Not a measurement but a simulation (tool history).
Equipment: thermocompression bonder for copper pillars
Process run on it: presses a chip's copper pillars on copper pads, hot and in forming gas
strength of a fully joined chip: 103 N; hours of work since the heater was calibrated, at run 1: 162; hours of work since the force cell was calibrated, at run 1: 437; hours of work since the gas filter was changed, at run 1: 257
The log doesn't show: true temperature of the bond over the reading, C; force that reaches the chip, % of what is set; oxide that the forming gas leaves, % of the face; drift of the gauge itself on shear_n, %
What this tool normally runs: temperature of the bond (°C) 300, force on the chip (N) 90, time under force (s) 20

run    hour  temperature of the bond (°C)  force on the chip (N)  time under force (s)  hours of work since the heater was calibrated  hours of work since the force cell was calibrated  hours of work since the gas filter was changed  force that shears a chip off (N)
  1       0                           300                     90                    20                                            162                                                437                                             257                              59.2
  2    28.6                           277                     90                    20                                            175                                                450                                             270                              46.1
  3    76.6                           277                     90                    20                                            197                                                472                                             292                              46.7
  4   124.3                           277                     90                    20                                            219                                                493                                             314                              44.5
  5   160.8                           312                     90                    20                                            235                                                510                                             330                              64.4
  6   210.9                           312                     90                    20                                            258                                                533                                             353                              61.9
  7   269.5                           300                    119                    20                                            285                                                559                                             380                              64.1
  8   333.9                           300                    119                    20                                            314                                                588                                             409                              64.2
  9   393.2                           300                    119                    20                                            341                                                615                                             436                                64
 10     449                           300                     90                    20                                            366                                                641                                             461                              54.7
      474.5  -- forming gas filter changed
 11   511.2                           271                     90                    20                                            394                                                669                                              17                              41.3
 12   555.2                           300                     95                    20                                            414                                                689                                              37                                59
 13   601.6                           300                     95                    52                                            435                                                710                                              58                              75.8
 14   641.1                           300                     95                    52                                            453                                                728                                              76                              76.9
 15   674.6                           300                     95                    52                                            469                                                743                                              91                              75.5
      709.9  -- force cell calibrated
 16   723.4                           300                     97                    20                                            490                                                  6                                             112                              61.2
      751.8  -- heater calibrated with a thermocouple chip
 17   752.5                           300                    113                    20                                              0                                                 18                                             125                              70.3
 18   799.1                           300                    113                    20                                             21                                                 40                                             146                              70.2
 19   852.5                           300                    113                    18                                             46                                                 64                                             170                              68.4
 20   896.3                           300                    113                    18                                             66                                                 84                                             190                              68.4
 21   933.2                           305                     60                    18                                             82                                                101                                             207                              50.1
 22   965.3                           305                     60                    18                                             97                                                115                                             221                              49.9
 23   997.2                           305                     60                    18                                            112                                                130                                             236                              48.5
 24  1028.8                           329                    109                    16                                            126                                                144                                             250                              77.1
 25  1064.9                           307                     57                    13                                            142                                                160                                             267                              41.5
 26  1118.2                           307                     57                    40                                            167                                                185                                             291                              60.5
 27  1153.5                           276                    102                    29                                            183                                                201                                             307                              56.4
 28  1206.3                           275                     78                    44                                            207                                                225                                             331                              53.7
 29  1251.6                           275                     78                    44                                            227                                                245                                             352                              51.8
 30  1288.3                           298                     60                    28                                            244                                                262                                             368                              48.6
 31  1316.6                           298                     60                    28                                            257                                                275                                             381                              48.9
 32  1363.3                           283                     73                    13                                            278                                                296                                             402                              34.5
 33  1399.2                           319                    123                    60                                            294                                                312                                             419                              89.1
 34  1463.3                           319                    123                    60                                            323                                                342                                             448                              87.8
 35    1509                           319                    123                    60                                            344                                                362                                             469                              87.7
     1517.4  -- forming gas filter changed
 36  1550.2                           292                     58                    15                                            363                                                381                                              15                              36.5
 37  1602.6                           281                     90                    28                                            387                                                405                                              39                              53.1
 38  1638.8                           300                     97                    33                                            403                                                421                                              55                              69.9
 39  1700.3                           300                     65                    25                                            431                                                449                                              83                              51.2

Entry by entry between the runs, the difference in hidden state between the last listed run before and the first listed run after:
Logged between run 10 and run 11: forming gas filter changed (hour 474.5)
  true temperature of the bond over the reading, C: -6.6 -> -7.2; force that reaches the chip, % of what is set: 93.1 -> 92.8; oxide that the forming gas leaves, % of the face: 8.77 -> 0.82
  measured minus no-state result, force that shears a chip off (N): -11.2 -> -6.5
Logged between run 15 and run 16: force cell calibrated (hour 709.9)
  true temperature of the bond over the reading, C: -8.7 -> -9.1; force that reaches the chip, % of what is set: 92 -> 99.9; oxide that the forming gas leaves, % of the face: 2.08 -> 2.43
  measured minus no-state result, force that shears a chip off (N): -8.3 -> -6.8
Logged between run 16 and run 17: heater calibrated with a thermocouple chip (hour 751.8)
  true temperature of the bond over the reading, C: -9.1 -> -0.3; force that reaches the chip, % of what is set: 99.9 -> 99.7; oxide that the forming gas leaves, % of the face: 2.43 -> 2.67
  measured minus no-state result, force that shears a chip off (N): -6.8 -> -1.8
Logged between run 35 and run 36: forming gas filter changed (hour 1517.4)
  true temperature of the bond over the reading, C: -7.3 -> -7.7; force that reaches the chip, % of what is set: 96.1 -> 95.9; oxide that the forming gas leaves, % of the face: 8.81 -> 0.9
  measured minus no-state result, force that shears a chip off (N): -10.3 -> -5.1

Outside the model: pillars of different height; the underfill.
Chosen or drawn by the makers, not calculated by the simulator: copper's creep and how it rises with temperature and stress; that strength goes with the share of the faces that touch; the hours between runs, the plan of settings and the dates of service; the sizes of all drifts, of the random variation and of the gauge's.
